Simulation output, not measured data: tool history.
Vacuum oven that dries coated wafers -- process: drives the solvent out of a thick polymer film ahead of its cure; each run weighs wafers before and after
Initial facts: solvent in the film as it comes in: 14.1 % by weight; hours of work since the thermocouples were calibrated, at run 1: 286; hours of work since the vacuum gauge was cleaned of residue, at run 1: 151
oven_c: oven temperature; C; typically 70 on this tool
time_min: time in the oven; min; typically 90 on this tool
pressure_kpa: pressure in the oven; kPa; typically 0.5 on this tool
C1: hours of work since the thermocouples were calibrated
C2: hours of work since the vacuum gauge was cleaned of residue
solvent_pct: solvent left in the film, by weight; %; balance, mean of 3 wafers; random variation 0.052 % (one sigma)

{"run": 1, "hour": 0.0, "oven_c": 70, "time_min": 90, "pressure_kpa": 0.5, "C1": 286, "C2": 151, "solvent_pct": 1.28}
{"run": 2, "hour": 95.4, "oven_c": 70, "time_min": 90, "pressure_kpa": 0.5, "C1": 362, "C2": 227, "solvent_pct": 1.31}
{"run": 3, "hour": 193.4, "oven_c": 70, "time_min": 90, "pressure_kpa": 0.5, "C1": 440, "C2": 305, "solvent_pct": 1.28}
{"run": 4, "hour": 246.1, "oven_c": 70, "time_min": 90, "pressure_kpa": 0.973, "C1": 482, "C2": 347, "solvent_pct": 1.62}
{"run": 5, "hour": 347.3, "oven_c": 70, "time_min": 90, "pressure_kpa": 0.973, "C1": 562, "C2": 427, "solvent_pct": 1.63}
{"run": 6, "hour": 414.7, "oven_c": 78, "time_min": 90, "pressure_kpa": 0.973, "C1": 616, "C2": 480, "solvent_pct": 0.74}
{"run": 7, "hour": 509.8, "oven_c": 78, "time_min": 90, "pressure_kpa": 0.973, "C1": 691, "C2": 556, "solvent_pct": 0.69}
{"run": 8, "hour": 555.7, "oven_c": 78, "time_min": 90, "pressure_kpa": 0.973, "C1": 728, "C2": 592, "solvent_pct": 0.66}
{"run": 9, "hour": 643.0, "oven_c": 78, "time_min": 90, "pressure_kpa": 0.973, "C1": 797, "C2": 662, "solvent_pct": 0.69}
{"run": 10, "hour": 714.6, "oven_c": 78, "time_min": 90, "pressure_kpa": 0.374, "C1": 854, "C2": 719, "solvent_pct": 0.3}
{"run": 11, "hour": 774.8, "oven_c": 70, "time_min": 90, "pressure_kpa": 1.275, "C1": 902, "C2": 766, "solvent_pct": 1.83}
{"run": 12, "hour": 852.5, "oven_c": 58, "time_min": 108, "pressure_kpa": 0.667, "C1": 963, "C2": 828, "solvent_pct": 4.68}

For run 13, what comes out?
{"run": 13, "hour": 938.6, "oven_c": 58, "time_min": 108, "pressure_kpa": 0.667, "C1": 1032, "C2": 897, "solvent_pct": "?"}

solvent_pct: 4.75 %
On a tool with no hidden condition, and with the same random variation, this run would have come out at solvent_pct 4.71 %.

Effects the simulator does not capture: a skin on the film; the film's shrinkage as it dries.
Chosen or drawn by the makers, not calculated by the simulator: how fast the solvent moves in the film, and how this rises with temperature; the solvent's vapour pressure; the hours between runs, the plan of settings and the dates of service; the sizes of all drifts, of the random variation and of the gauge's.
